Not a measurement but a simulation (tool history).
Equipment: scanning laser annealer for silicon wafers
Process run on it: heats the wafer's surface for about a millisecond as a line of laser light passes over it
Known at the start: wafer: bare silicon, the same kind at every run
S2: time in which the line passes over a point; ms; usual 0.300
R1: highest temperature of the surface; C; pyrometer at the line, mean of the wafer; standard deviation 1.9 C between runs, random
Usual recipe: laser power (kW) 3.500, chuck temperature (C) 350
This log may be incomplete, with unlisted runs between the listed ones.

{"run": 1, "hour": 0.0, "laser power (kW)": 3.5, "S2": 0.3, "chuck temperature (C)": 350, "R1": 1135}
{"run": 2, "hour": 9.9, "laser power (kW)": 3.5, "S2": 0.3, "chuck temperature (C)": 350, "R1": 1131}
{"run": 3, "hour": 24.2, "laser power (kW)": 3.5, "S2": 0.3, "chuck temperature (C)": 350, "R1": 1133}
{"run": 4, "hour": 34.2, "laser power (kW)": 3.5, "S2": 0.3, "chuck temperature (C)": 350, "R1": 1135}
{"run": 5, "hour": 51.2, "laser power (kW)": 3.5, "S2": 0.3, "chuck temperature (C)": 350, "R1": 1133}
{"run": 6, "hour": 59.2, "laser power (kW)": 3.5, "S2": 0.3, "chuck temperature (C)": 350, "R1": 1132}
{"run": 7, "hour": 68.8, "laser power (kW)": 3.5, "S2": 0.3, "chuck temperature (C)": 350, "R1": 1130}
{"run": 8, "hour": 88.1, "laser power (kW)": 3.5, "S2": 0.303, "chuck temperature (C)": 350, "R1": 1133}
{"run": 9, "hour": 105.5, "laser power (kW)": 3.5, "S2": 0.303, "chuck temperature (C)": 350, "R1": 1137}
{"run": 10, "hour": 114.9, "laser power (kW)": 3.5, "S2": 0.3, "chuck temperature (C)": 350, "R1": 1132}
{"hour": 124.2, "done": "window over the wafer cleaned"}
{"run": 11, "hour": 132.3, "laser power (kW)": 3.648, "S2": 0.239, "chuck temperature (C)": 334, "R1": 1068}
{"run": 12, "hour": 147.5, "laser power (kW)": 3.681, "S2": 0.239, "chuck temperature (C)": 345, "R1": 1088}
{"run": 13, "hour": 165.4, "laser power (kW)": 3.5, "S2": 0.225, "chuck temperature (C)": 384, "R1": 1074}
{"run": 14, "hour": 181.5, "laser power (kW)": 3.688, "S2": 0.244, "chuck temperature (C)": 372, "R1": 1124}
{"run": 15, "hour": 199.6, "laser power (kW)": 3.408, "S2": 0.223, "chuck temperature (C)": 331, "R1": 1002}
{"run": 16, "hour": 215.9, "laser power (kW)": 3.408, "S2": 0.223, "chuck temperature (C)": 331, "R1": 1002}
{"run": 17, "hour": 231.1, "laser power (kW)": 3.408, "S2": 0.212, "chuck temperature (C)": 342, "R1": 1002}
{"run": 18, "hour": 249.3, "laser power (kW)": 3.5, "S2": 0.271, "chuck temperature (C)": 384, "R1": 1134}

Run 19 comes next. What will it give?
{"run": 19, "hour": 259.7, "laser power (kW)": 3.5, "S2": 0.35, "chuck temperature (C)": 349, "R1": "?"}

Run 19 yielded R1 1187 C.
With no hidden state in the tool, this same run would have given R1 1188 C.

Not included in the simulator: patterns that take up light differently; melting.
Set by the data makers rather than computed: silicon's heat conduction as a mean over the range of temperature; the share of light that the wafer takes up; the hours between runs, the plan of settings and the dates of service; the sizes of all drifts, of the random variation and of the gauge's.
